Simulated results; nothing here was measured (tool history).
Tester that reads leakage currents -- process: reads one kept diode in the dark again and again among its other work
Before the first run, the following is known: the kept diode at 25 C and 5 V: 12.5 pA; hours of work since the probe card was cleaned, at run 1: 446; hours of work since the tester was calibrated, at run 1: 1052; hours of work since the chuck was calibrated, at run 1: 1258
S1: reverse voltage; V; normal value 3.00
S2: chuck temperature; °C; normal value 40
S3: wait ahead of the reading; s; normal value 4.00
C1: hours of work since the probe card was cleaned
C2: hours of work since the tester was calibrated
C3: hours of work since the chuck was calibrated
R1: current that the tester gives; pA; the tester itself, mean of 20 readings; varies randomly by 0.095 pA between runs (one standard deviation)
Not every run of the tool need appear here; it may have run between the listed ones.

Run 1, hour 0.0: usual settings; C1 446; C2 1052; C3 1258. Result: R1 24.97 pA.
Run 2, hour 54.5: usual settings; C1 477; C2 1082; C3 1289. Result: R1 24.88 pA.
Run 3, hour 101.3: usual settings but S1 6.13 V; C1 503; C2 1109; C3 1315. Result: R1 38.78 pA.
Run 4, hour 157.1: usual settings; C1 535; C2 1140; C3 1346. Result: R1 24.97 pA.
Run 5, hour 197.3: usual settings; C1 557; C2 1163; C3 1369. Result: R1 25.15 pA.
Run 6, hour 249.3: usual settings; C1 586; C2 1192; C3 1398. Result: R1 25.04 pA.
Run 7, hour 276.0: usual settings; C1 601; C2 1207; C3 1413. Result: R1 25.24 pA.
Run 8, hour 306.5: usual settings but S2 22 °C; C1 618; C2 1224; C3 1430. Result: R1 8.06 pA.
Run 9, hour 364.4: usual settings but S2 22 °C; C1 651; C2 1256; C3 1463. Result: R1 8.27 pA.
Run 10, hour 413.2: usual settings but S2 22 °C, S3 3.31 s; C1 678; C2 1284; C3 1490. Result: R1 8.33 pA.
Run 11, hour 475.9: usual settings but S2 22 °C, S3 3.31 s; C1 714; C2 1319; C3 1525. Result: R1 8.40 pA.
Run 12, hour 503.0: usual settings but S2 22 °C, S3 3.31 s; C1 729; C2 1334; C3 1541. Result: R1 8.43 pA.
Run 13, hour 538.5: usual settings but S1 3.01 V; C1 749; C2 1354; C3 1560. Result: R1 25.42 pA.
Run 14, hour 590.7: usual settings but S1 3.01 V; C1 778; C2 1383; C3 1590. Result: R1 25.08 pA.
At hour 633.9: chuck's temperature calibrated.
Run 15, hour 646.8: usual settings but S3 0.88 s; C1 808; C2 1414; C3 7. Result: R1 29.46 pA.
Run 16, hour 697.1: usual settings but S2 23 °C; C1 837; C2 1442; C3 36. Result: R1 10.40 pA.
Run 17, hour 761.3: usual settings but S1 1.38 V; C1 873; C2 1478; C3 72. Result: R1 18.04 pA.
At hour 768.5: tester calibrated.
Run 18, hour 793.7: usual settings but S1 1.38 V; C1 890; C2 14; C3 89. Result: R1 17.89 pA.
Run 19, hour 821.5: usual settings but S1 1.38 V; C1 905; C2 30; C3 104. Result: R1 17.99 pA.
Run 20, hour 865.3: usual settings but S1 1.38 V; C1 930; C2 54; C3 129. Result: R1 17.99 pA.
Run 21, hour 928.3: usual settings but S1 13.86 V; C1 965; C2 90; C3 164. Result: R1 76.88 pA.
Run 22, hour 988.2: usual settings but S1 13.86 V; C1 999; C2 123; C3 198. Result: R1 77.84 pA.
Run 23, hour 1039.6: usual settings but S1 13.86 V, S2 55 °C, S3 0.55 s; C1 1028; C2 152; C3 227. Result: R1 186.13 pA.
At hour 1082.0: tester calibrated, once more.
Run 24, hour 1093.2: usual settings but S1 7.54 V, S2 51 °C; C1 1057; C2 6; C3 256. Result: R1 98.54 pA.
Run 25, hour 1128.5: usual settings but S1 7.54 V, S2 51 °C; C1 1077; C2 26; C3 275. Result: R1 98.10 pA.
Run 26, hour 1181.7: usual settings but S1 7.54 V, S2 24 °C, S3 2.78 s; C1 1107; C2 56; C3 305. Result: R1 22.28 pA.
Run 27, hour 1209.4: usual settings but S1 7.54 V, S2 38 °C, S3 6.60 s; C1 1122; C2 72; C3 321. Result: R1 46.20 pA.
Run 28, hour 1255.4: usual settings but S1 1.52 V, S3 0.97 s; C1 1148; C2 97; C3 347. Result: R1 19.02 pA.
Run 29, hour 1301.2: usual settings but S1 1.52 V, S3 0.97 s; C1 1174; C2 123; C3 372. Result: R1 19.03 pA.
Run 30, hour 1335.0: usual settings but S1 2.80 V, S3 1.92 s; C1 1193; C2 142; C3 391. Result: R1 27.85 pA.
Run 31, hour 1383.1: usual settings but S1 3.11 V, S3 2.22 s; C1 1220; C2 169; C3 418. Result: R1 29.86 pA.
Run 32, hour 1431.4: usual settings but S1 3.11 V, S3 2.22 s; C1 1247; C2 196; C3 446. Result: R1 29.78 pA.
Run 33, hour 1489.4: usual settings but S1 5.83 V, S2 24 °C, S3 2.07 s; C1 1279; C2 229; C3 478. Result: R1 19.15 pA.
Run 34, hour 1536.0: usual settings but S1 8.93 V, S2 45 °C, S3 1.41 s; C1 1305; C2 255; C3 504. Result: R1 78.70 pA.
Run 35, hour 1575.3: usual settings but S1 1.85 V, S2 55 °C, S3 1.87 s; C1 1328; C2 277; C3 526. Result: R1 52.58 pA.
Run 36, hour 1615.0: usual settings but S1 1.06 V, S2 53 °C, S3 1.87 s; C1 1350; C2 299; C3 549. Result: R1 33.03 pA.
Run 37, hour 1655.3: usual settings but S1 1.06 V, S2 53 °C, S3 1.87 s; C1 1372; C2 322; C3 571. Result: R1 33.21 pA.
Run 38, hour 1683.0: usual settings but S1 1.88 V, S2 50 °C, S3 0.54 s; C1 1388; C2 337; C3 587. Result: R1 39.85 pA.
Run 39, hour 1739.6: usual settings but S3 1.44 s; C1 1420; C2 369; C3 619. Result: R1 29.28 pA.

Predict each of these 3 candidate next runs independently; none follows another, all start after run 39:
Run A, hour 1798.9: usual settings but S1 1.59 V; C1 1453; C2 402; C3 652. Result: R1 ?.
Run B, hour 1798.9: usual settings but S1 4.00 V, S2 36 °C, S3 0.77 s; C1 1453; C2 402; C3 652. Result: R1 ?.
Run C, hour 1798.9: usual settings but S1 7.86 V, S3 4.44 s; C1 1453; C2 402; C3 652. Result: R1 ?.

run     R1
  A  19.37
  B  28.66
  C  54.25
Had the tool no hidden state, the same runs would have come out as:
run     R1
  A  18.51
  B  25.09
  C  47.17
